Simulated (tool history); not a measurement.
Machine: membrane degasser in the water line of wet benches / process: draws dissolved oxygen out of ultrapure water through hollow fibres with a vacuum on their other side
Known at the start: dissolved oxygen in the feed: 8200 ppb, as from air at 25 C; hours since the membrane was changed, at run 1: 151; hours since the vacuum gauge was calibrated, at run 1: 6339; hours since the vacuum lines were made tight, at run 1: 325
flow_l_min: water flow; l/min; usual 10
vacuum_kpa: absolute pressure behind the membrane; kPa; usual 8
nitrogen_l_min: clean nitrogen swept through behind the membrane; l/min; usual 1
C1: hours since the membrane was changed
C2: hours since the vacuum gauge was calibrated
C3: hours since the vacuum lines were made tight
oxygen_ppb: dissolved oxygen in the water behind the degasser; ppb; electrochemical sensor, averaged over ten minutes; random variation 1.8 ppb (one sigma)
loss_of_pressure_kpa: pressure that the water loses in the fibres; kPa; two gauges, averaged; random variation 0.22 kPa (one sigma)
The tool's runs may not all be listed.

run 1 hour=0 | flow_l_min=10 vacuum_kpa=8 nitrogen_l_min=1 | C1=151 C2=6339 C3=325 | oxygen_ppb=182.1 loss_of_pressure_kpa=54.56
run 2 hour=19.7 | flow_l_min=10 vacuum_kpa=8 nitrogen_l_min=0.89 | C1=171 C2=6358 C3=345 | oxygen_ppb=192.2 loss_of_pressure_kpa=54.02
run 3 hour=57.2 | flow_l_min=10 vacuum_kpa=8 nitrogen_l_min=0.89 | C1=208 C2=6396 C3=382 | oxygen_ppb=194.6 loss_of_pressure_kpa=53.78
run 4 hour=83.1 | flow_l_min=10 vacuum_kpa=8 nitrogen_l_min=1 | C1=234 C2=6422 C3=408 | oxygen_ppb=181.1 loss_of_pressure_kpa=53.91
run 5 hour=127.5 | flow_l_min=10 vacuum_kpa=8 nitrogen_l_min=1 | C1=278 C2=6466 C3=452 | oxygen_ppb=182.9 loss_of_pressure_kpa=54.12
run 6 hour=166.1 | flow_l_min=10 vacuum_kpa=8 nitrogen_l_min=1 | C1=317 C2=6505 C3=491 | oxygen_ppb=182.8 loss_of_pressure_kpa=53.96
-- hour=169.8 vacuum gauge calibrated
run 7 hour=198.9 | flow_l_min=10 vacuum_kpa=8 nitrogen_l_min=1 | C1=349 C2=29 C3=523 | oxygen_ppb=183 loss_of_pressure_kpa=54
run 8 hour=238.2 | flow_l_min=10 vacuum_kpa=8 nitrogen_l_min=1 | C1=389 C2=68 C3=563 | oxygen_ppb=180.4 loss_of_pressure_kpa=54.42
run 9 hour=282.6 | flow_l_min=10 vacuum_kpa=8 nitrogen_l_min=1 | C1=433 C2=113 C3=607 | oxygen_ppb=183 loss_of_pressure_kpa=54.03
run 10 hour=310.1 | flow_l_min=10 vacuum_kpa=8 nitrogen_l_min=1 | C1=461 C2=140 C3=634 | oxygen_ppb=182.7 loss_of_pressure_kpa=54.08
run 11 hour=333.4 | flow_l_min=10 vacuum_kpa=8 nitrogen_l_min=1 | C1=484 C2=164 C3=658 | oxygen_ppb=182 loss_of_pressure_kpa=54.16
run 12 hour=366.7 | flow_l_min=10 vacuum_kpa=8 nitrogen_l_min=1 | C1=517 C2=197 C3=691 | oxygen_ppb=179.1 loss_of_pressure_kpa=54.3
run 13 hour=391.2 | flow_l_min=10 vacuum_kpa=8 nitrogen_l_min=1 | C1=542 C2=221 C3=715 | oxygen_ppb=180.5 loss_of_pressure_kpa=53.96
run 14 hour=417.3 | flow_l_min=10 vacuum_kpa=8 nitrogen_l_min=2.84 | C1=568 C2=247 C3=742 | oxygen_ppb=109.8 loss_of_pressure_kpa=54.02
run 15 hour=454.9 | flow_l_min=14 vacuum_kpa=8.8 nitrogen_l_min=0.73 | C1=605 C2=285 C3=779 | oxygen_ppb=389.9 loss_of_pressure_kpa=76.05
run 16 hour=488.6 | flow_l_min=14 vacuum_kpa=8.8 nitrogen_l_min=0.73 | C1=639 C2=319 C3=813 | oxygen_ppb=392.6 loss_of_pressure_kpa=75.81
run 17 hour=522.9 | flow_l_min=10 vacuum_kpa=17.16 nitrogen_l_min=1 | C1=673 C2=353 C3=847 | oxygen_ppb=384.2 loss_of_pressure_kpa=53.83
run 18 hour=542 | flow_l_min=8 vacuum_kpa=7.34 nitrogen_l_min=2.16 | C1=692 C2=372 C3=866 | oxygen_ppb=72.6 loss_of_pressure_kpa=43.18
run 19 hour=567.7 | flow_l_min=7 vacuum_kpa=17.03 nitrogen_l_min=2.12 | C1=718 C2=398 C3=892 | oxygen_ppb=135.8 loss_of_pressure_kpa=37.77
run 20 hour=608.9 | flow_l_min=7 vacuum_kpa=17.03 nitrogen_l_min=0.47 | C1=759 C2=439 C3=933 | oxygen_ppb=476 loss_of_pressure_kpa=37.85
run 21 hour=652.4 | flow_l_min=7 vacuum_kpa=17.03 nitrogen_l_min=0.47 | C1=803 C2=483 C3=977 | oxygen_ppb=469.6 loss_of_pressure_kpa=38.26
run 22 hour=682.1 | flow_l_min=10 vacuum_kpa=6.02 nitrogen_l_min=1.17 | C1=833 C2=512 C3=1006 | oxygen_ppb=125 loss_of_pressure_kpa=54.26
run 23 hour=726.6 | flow_l_min=8 vacuum_kpa=5.58 nitrogen_l_min=1 | C1=877 C2=557 C3=1051 | oxygen_ppb=81.1 loss_of_pressure_kpa=43.1
run 24 hour=755 | flow_l_min=10 vacuum_kpa=12.33 nitrogen_l_min=0.44 | C1=905 C2=585 C3=1079 | oxygen_ppb=491.8 loss_of_pressure_kpa=53.82
run 25 hour=783 | flow_l_min=14 vacuum_kpa=14.39 nitrogen_l_min=1.38 | C1=933 C2=613 C3=1107 | oxygen_ppb=415.3 loss_of_pressure_kpa=75.96
run 26 hour=806.5 | flow_l_min=14 vacuum_kpa=14.39 nitrogen_l_min=1.38 | C1=957 C2=637 C3=1131 | oxygen_ppb=416.2 loss_of_pressure_kpa=75.68
run 27 hour=847.5 | flow_l_min=14 vacuum_kpa=14.39 nitrogen_l_min=1.38 | C1=998 C2=678 C3=1172 | oxygen_ppb=414.7 loss_of_pressure_kpa=75.62

3 options for the next run, each taken on its own from the tool as it stands now. Forecast them:
run A hour=883.7 | flow_l_min=10 vacuum_kpa=18.35 nitrogen_l_min=1 | C1=1034 C2=714 C3=1208 | oxygen_ppb=? loss_of_pressure_kpa=?
run B hour=883.7 | flow_l_min=6 vacuum_kpa=10.94 nitrogen_l_min=1.01 | C1=1034 C2=714 C3=1208 | oxygen_ppb=? loss_of_pressure_kpa=?
run C hour=883.7 | flow_l_min=14 vacuum_kpa=7.15 nitrogen_l_min=1.38 | C1=1034 C2=714 C3=1208 | oxygen_ppb=? loss_of_pressure_kpa=?

run=A oxygen_ppb=409.2 loss_of_pressure_kpa=54.28
run=B oxygen_ppb=122.4 loss_of_pressure_kpa=32.39
run=C oxygen_ppb=253.3 loss_of_pressure_kpa=75.65
The same runs, with their run-to-run variation unchanged, on a tool lacking any hidden condition would have given:
run=A oxygen_ppb=409.1 loss_of_pressure_kpa=54.27
run=B oxygen_ppb=122.3 loss_of_pressure_kpa=32.39
run=C oxygen_ppb=253.3 loss_of_pressure_kpa=75.64
